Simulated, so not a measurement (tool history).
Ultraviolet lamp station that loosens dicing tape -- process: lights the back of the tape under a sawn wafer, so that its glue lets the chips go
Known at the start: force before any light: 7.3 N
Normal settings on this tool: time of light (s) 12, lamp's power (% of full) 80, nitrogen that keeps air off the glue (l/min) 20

run    hour  time of light (s)  lamp's power (% of full)  nitrogen that keeps air off the glue (l/min)  force that peels the tape off (N)  light that reached the tape (mJ/cm2)
  1     0.0                 12                        80                                            20                              0.638                                   387
  2    58.5                 12                        80                                            20                              0.669                                   377
  3    96.8                 12                        80                                            20                              0.706                                   371
      136.6  -- window cleaned of glue's vapour
  4   187.9                 12                        80                                            20                              0.548                                   414
  5   244.9                 12                        80                                            20                              0.611                                   399
  6   300.3                 12                        80                                             8                              0.963                                   392
  7   376.8                 12                        80                                            20                              0.663                                   378
  8   456.1                 12                        80                                            20                              0.707                                   360
  9   518.0                 12                        80                                            20                              0.760                                   351
 10   565.1                 12                        80                                            12                              0.965                                   345
 11   623.6                 12                        80                                            12                              1.049                                   330
 12   668.1                 12                        80                                            12                              1.084                                   323
      693.8  -- lamp changed
 13   732.2                 12                        80                                            20                              0.518                                   419
 14   790.4                 12                        80                                            20                              0.535                                   419
 15   843.1                 12                        80                                            20                              0.560                                   405
 16   925.1                 12                        80                                            20                              0.621                                   394
 17   973.1                 12                        80                                            20                              0.647                                   384
 18  1014.0                 12                        80                                            20                              0.682                                   373
     1048.4  -- window cleaned of glue's vapour
 19  1075.3                 12                        80                                            20                              0.512                                   421
 20  1117.7                 12                        62                                            20                              0.906                                   323
 21  1186.9                 10                        75                                             9                              1.269                                   313
 22  1232.9                 10                        75                                             9                              1.324                                   309
 23  1314.9                 12                        91                                            22                              0.471                                   437
 24  1391.1                 12                        91                                            22                              0.511                                   422
 25  1470.3                 12                        91                                            22                              0.541                                   409
 26  1548.2                  8                        80                                             7                              2.145                                   230
 27  1598.2                  9                        80                                             7                              1.997                                   251
 28  1676.3                  6                        92                                             7                              2.686                                   184
 29  1728.2                  6                        92                                             7                              2.788                                   182
     1766.1  -- lamp changed
 30  1800.3                  6                        92                                             7                              2.041                                   243
 31  1853.2                  6                        67                                             7                              2.851                                   170
 32  1924.9                  6                        67                                             7                              2.903                                   170
     1957.8  -- window cleaned of glue's vapour
 33  2012.4                 12                        80                                             7                              0.758                                   443
 34  2072.7                 12                        80                                            30                              0.439                                   435

Estimate the outcome of run 35 from the log above:
 35  2158.7                 12                        61                                            22                                  ?                                     ?

Logged for run 35: force that peels the tape off (N) 0.901, light that reached the tape (mJ/cm2) 321.
Had the tool carried no hidden state, the very same run would have given force that peels the tape off (N) 0.707, light that reached the tape (mJ/cm2) 364.
